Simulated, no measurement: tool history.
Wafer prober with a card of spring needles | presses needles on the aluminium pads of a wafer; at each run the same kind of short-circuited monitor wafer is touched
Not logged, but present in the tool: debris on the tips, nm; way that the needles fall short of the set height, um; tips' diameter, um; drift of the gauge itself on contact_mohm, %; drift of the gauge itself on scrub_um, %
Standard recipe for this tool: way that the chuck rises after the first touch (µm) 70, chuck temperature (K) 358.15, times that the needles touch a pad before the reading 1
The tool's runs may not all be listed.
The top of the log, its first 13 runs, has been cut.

| run | day | way that the chuck rises after the first touch (µm) | chuck temperature (K) | times that the needles touch a pad before the reading | touches since the tips were cleaned | cleanings since the card got new needles | touches since the first contact's height was set | resistance of one needle with its contact and lead (mohm) | way that a needle slides on the pad (µm) |
|---|---|---|---|---|---|---|---|---|---|
|  | 5.021 | tips cleaned on abrasive film |
| 14 | 5.321 | 70 | 348.15 | 1 | 4174 | 34 | 139529 | 254 | 17.8 |
|  | 5.662 | tips cleaned on abrasive film |
| 15 | 5.733 | 57 | 358.15 | 1 | 1003 | 35 | 145260 | 257 | 14.5 |
|  | 6.3 | tips cleaned on abrasive film |
| 16 | 6.392 | 70 | 358.15 | 1 | 1337 | 36 | 154470 | 254 | 17.81 |
|  | 6.938 | tips cleaned on abrasive film |
| 17 | 7.046 | 70 | 358.15 | 1 | 1530 | 37 | 163564 | 254 | 17.76 |
| 18 | 7.488 | 76 | 358.15 | 1 | 7692 | 37 | 169726 | 252 | 19.3 |
|  | 7.533 | tips cleaned on abrasive film |
| 19 | 8.096 | 76 | 300.15 | 2 | 7901 | 38 | 178231 | 238 | 19.32 |
|  | 8.154 | tips cleaned on abrasive film |
| 20 | 8.375 | 70 | 358.15 | 2 | 3123 | 39 | 182087 | 253 | 17.77 |
| 21 | 8.671 | 73 | 358.15 | 3 | 7257 | 39 | 186221 | 250 | 18.52 |
|  | 8.762 | tips cleaned on abrasive film |
| 22 | 8.992 | 73 | 358.15 | 3 | 3202 | 40 | 190665 | 251 | 18.53 |
|  | 9.221 | height of the first contact set anew |
|  | 9.383 | tips cleaned on abrasive film |
| 23 | 9.662 | 73 | 358.15 | 3 | 3891 | 41 | 6100 | 256 | 18.51 |
|  | 10.025 | tips cleaned on abrasive film |
| 24 | 10.254 | 59 | 373.15 | 2 | 3230 | 42 | 14340 | 257 | 14.95 |
|  | 10.604 | gauge calibrated |
|  | 10.65 | tips cleaned on abrasive film |
| 25 | 10.862 | 59 | 373.15 | 2 | 2960 | 43 | 22821 | 260 | 15.08 |
|  | 11.262 | tips cleaned on abrasive film |
| 26 | 11.392 | 70 | 369.15 | 3 | 1832 | 44 | 30165 | 257 | 17.91 |
|  | 11.9 | tips cleaned on abrasive film |
| 27 | 12.008 | 70 | 328.15 | 2 | 1491 | 45 | 38753 | 245 | 17.83 |
| 28 | 12.304 | 70 | 328.15 | 2 | 5656 | 45 | 42918 | 244 | 17.78 |
|  | 12.533 | tips cleaned on abrasive film |
| 29 | 12.638 | 57 | 328.15 | 2 | 1438 | 46 | 47514 | 245 | 14.54 |
| 30 | 12.975 | 70 | 322.15 | 1 | 6156 | 46 | 52232 | 246 | 17.85 |
|  | 13.154 | tips cleaned on abrasive film |
| 31 | 13.512 | 70 | 358.15 | 2 | 5026 | 47 | 59743 | 258 | 17.81 |
|  | 13.796 | tips cleaned on abrasive film |
| 32 | 13.925 | 63 | 354.15 | 1 | 1786 | 48 | 65438 | 253 | 16.05 |
| 33 | 14.267 | 85 | 355.15 | 1 | 6568 | 48 | 70220 | 255 | 21.68 |

Alternative continuations, all from the tool just after run 33; predict every row:
|  | 14.438 | tips cleaned on abrasive film |
| A | 14.592 | 73 | 358.15 | 1 | 2144 | 49 | 74695 | ? | ? |
|  | 14.438 | tips cleaned on abrasive film |
| B | 14.592 | 64 | 368.15 | 1 | 2144 | 49 | 74695 | ? | ? |
|  | 14.438 | tips cleaned on abrasive film |
| C | 14.592 | 68 | 391.15 | 1 | 2144 | 49 | 74695 | ? | ? |

| run | resistance of one needle with its contact and lead (mohm) | way that a needle slides on the pad (µm) |
|---|---|---|
| A | 251 | 18.62 |
| B | 257 | 16.36 |
| C | 266 | 17.35 |
Without the tool's hidden state the same runs would have given:
| run | resistance of one needle with its contact and lead (mohm) | way that a needle slides on the pad (µm) |
|---|---|---|
| A | 251 | 18.68 |
| B | 256 | 16.41 |
| C | 266 | 17.41 |
